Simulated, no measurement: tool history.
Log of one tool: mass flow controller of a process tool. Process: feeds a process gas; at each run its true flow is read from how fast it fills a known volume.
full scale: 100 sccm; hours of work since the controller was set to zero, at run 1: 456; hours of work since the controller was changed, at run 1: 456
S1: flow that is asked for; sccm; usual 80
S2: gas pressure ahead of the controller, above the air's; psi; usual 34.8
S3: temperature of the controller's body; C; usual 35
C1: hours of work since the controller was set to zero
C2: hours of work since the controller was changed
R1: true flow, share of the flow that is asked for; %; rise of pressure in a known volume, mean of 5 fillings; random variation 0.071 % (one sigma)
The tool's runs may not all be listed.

Run 1, day 0: usual settings; C1 456; C2 456. Result: R1 99.82 %.
Run 2, day 3.754: usual settings but S1 39 sccm; C1 518; C2 518. Result: R1 98.55 %.
Run 3, day 9.404: usual settings but S1 39 sccm; C1 612; C2 612. Result: R1 98.6 %.
Run 4, day 16.15: usual settings but S3 28 C; C1 724; C2 724. Result: R1 99.21 %.
Run 5, day 19.521: usual settings but S3 28 C; C1 780; C2 780. Result: R1 99.11 %.
Run 6, day 22.662: usual settings; C1 832; C2 832. Result: R1 99.44 %.
Run 7, day 29.171: usual settings; C1 940; C2 940. Result: R1 99.45 %.
Run 8, day 32.962: usual settings; C1 1003; C2 1003. Result: R1 99.44 %.
Run 9, day 35.842: usual settings; C1 1050; C2 1050. Result: R1 99.21 %.
Run 10, day 42.396: usual settings but S1 17 sccm; C1 1159; C2 1159. Result: R1 96.56 %.
Run 11, day 46.004: usual settings but S1 17 sccm; C1 1219; C2 1219. Result: R1 96.64 %.
Run 12, day 52.038: usual settings but S1 42 sccm, S2 35.5 psi, S3 40 C; C1 1319; C2 1319. Result: R1 98.13 %.
Run 13, day 58.146: usual settings but S1 20 sccm, S2 35.5 psi, S3 28 C; C1 1420; C2 1420. Result: R1 95.99 %.
Run 14, day 61.438: usual settings but S1 20 sccm, S2 35.5 psi, S3 28 C; C1 1475; C2 1475. Result: R1 95.9 %.
Run 15, day 66.567: usual settings but S1 20 sccm, S2 35.5 psi, S3 28 C; C1 1560; C2 1560. Result: R1 95.73 %.
Run 16, day 71.221: usual settings but S1 20 sccm, S2 35.5 psi, S3 28 C; C1 1637; C2 1637. Result: R1 95.68 %.
Run 17, day 73.967: usual settings but S1 20 sccm, S2 35.5 psi, S3 28 C; C1 1683; C2 1683. Result: R1 95.66 %.
Run 18, day 77.533: usual settings but S1 42 sccm, S3 34 C; C1 1742; C2 1742. Result: R1 97.26 %.
Run 19, day 80.575: usual settings but S1 66 sccm, S2 29.2 psi, S3 26 C; C1 1792; C2 1792. Result: R1 97.21 %.
Run 20, day 86.804: usual settings but S1 95 sccm, S3 28 C; C1 1896; C2 1896. Result: R1 98.43 %.
Run 21, day 92.788: usual settings but S1 17 sccm, S2 20.3 psi, S3 36 C; C1 1995; C2 1995. Result: R1 94.65 %.

3 ways to go on from here, each from the tool as it stands after run 21. What would each give?
Run A, day 98.883: usual settings but S2 34.1 psi, S3 26 C; C1 2096; C2 2096. Result: R1 ?.
Run B, day 98.883: usual settings but S1 66 sccm, S2 20.3 psi, S3 36 C; C1 2096; C2 2096. Result: R1 ?.
Run C, day 98.883: usual settings but S1 24 sccm, S3 27 C; C1 2096; C2 2096. Result: R1 ?.

run     R1
  A   97.6
  B  97.17
  C   95.1
Without the tool's hidden state the same runs would have given:
run     R1
  A  99.78
  B  99.44
  C  98.34

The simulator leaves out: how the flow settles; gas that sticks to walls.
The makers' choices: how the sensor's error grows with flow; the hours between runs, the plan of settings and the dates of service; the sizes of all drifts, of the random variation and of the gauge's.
